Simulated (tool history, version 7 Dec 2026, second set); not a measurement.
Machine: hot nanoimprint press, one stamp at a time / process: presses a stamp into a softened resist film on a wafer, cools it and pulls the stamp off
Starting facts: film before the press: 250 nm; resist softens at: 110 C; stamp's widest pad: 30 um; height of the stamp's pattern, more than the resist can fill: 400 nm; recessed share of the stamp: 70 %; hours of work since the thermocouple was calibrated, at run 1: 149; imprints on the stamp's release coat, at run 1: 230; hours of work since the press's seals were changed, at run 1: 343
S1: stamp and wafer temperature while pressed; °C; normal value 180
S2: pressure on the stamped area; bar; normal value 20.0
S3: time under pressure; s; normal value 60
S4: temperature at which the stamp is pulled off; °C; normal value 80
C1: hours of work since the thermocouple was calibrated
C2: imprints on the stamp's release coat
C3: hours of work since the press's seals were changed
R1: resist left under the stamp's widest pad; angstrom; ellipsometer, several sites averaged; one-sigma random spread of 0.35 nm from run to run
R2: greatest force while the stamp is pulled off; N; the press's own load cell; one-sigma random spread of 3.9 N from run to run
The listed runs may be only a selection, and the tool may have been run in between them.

run   hour   S1    S2   S3  S4   C1    C2   C3    R1   R2
  1    0.0  180  20.0   60  80  149   230  343  1344  199
  2   21.4  180  20.0   60  86  160   264  354  1341  174
  3   45.8  180  20.0   60  86  173   303  367  1337  175
  4   69.5  180  20.0   60  86  185   341  380  1337  177
  5   83.5  180  20.0   60  86  193   364  387  1334  179
  6  100.3  180  20.0   94  86  202   391  396  1137  182
  7  119.7  180  20.0   94  86  212   422  406  1145  185
  8  133.5  180  20.0   94  86  219   444  413  1139  185
  9  155.6  180  20.0   45  80  231   479  425  1457  215
 10  173.8  180  20.0   60  80  240   508  434  1332  218
     177.9  -- plate thermocouple calibrated
 11  199.6  180  20.0   60  80   11   545  446  1310  217
 12  211.8  180  20.0   60  65   18   565  453  1306  283
 13  224.0  180  20.0   60  80   24   584  459  1312  216
 14  243.2  180  20.0   60  80   34   615  469  1307  216
     262.5  -- plate thermocouple calibrated, once more
 15  266.6  180  20.0   60  80    2   648  480  1374  230
 16  280.7  170  20.0   43  80   10   670  487  1904  224
 17  304.2  185  20.0  111  80   22   708  500   950  221
 18  327.3  185  20.0   90  81   34   745  512  1026  233
 19  338.9  185  20.0   90  81   40   763  518  1018  228
 20  354.2  185  20.0   90  81   48   788  526  1024  228
 21  378.8  186  20.0   90  85   61   827  539   992  213
 22  392.7  186  31.1   90  85   68   850  546   805  215
 23  417.9  180  20.0   82  70   82   890  560  1229  286
 24  440.9  178  17.7   94  67   94   927  572  1301  302
 25  454.2  180  31.0  115  87  101   948  579   877  199
 26  476.5  180  16.6  110  80  113   984  590  1199  246
 27  489.8  188  20.0   37  80  120  1005  597  1292  249
 28  504.8  188  20.0   37  80  127  1029  605  1297  240
 29  529.7  180  14.1   31  80  141  1069  618  1838  246

Forecast each of these 4 alternatives for the next run:
  A  548.7  180  13.2  66  80  151  1100  628   ?   ?
  B  548.7  180  20.0  32  80  151  1100  628   ?   ?
  C  548.7  177  22.5  31  80  151  1100  628   ?   ?
  D  548.7  185  20.0  82  80  151  1100  628   ?   ?

run    R1   R2
  A  1548  245
  B  1637  252
  C  1708  255
  D  1054  243
The same runs, with their run-to-run variation unchanged, on a tool lacking any hidden condition would have given:
run    R1   R2
  A  1552  188
  B  1636  193
  C  1706  195
  D  1053  187
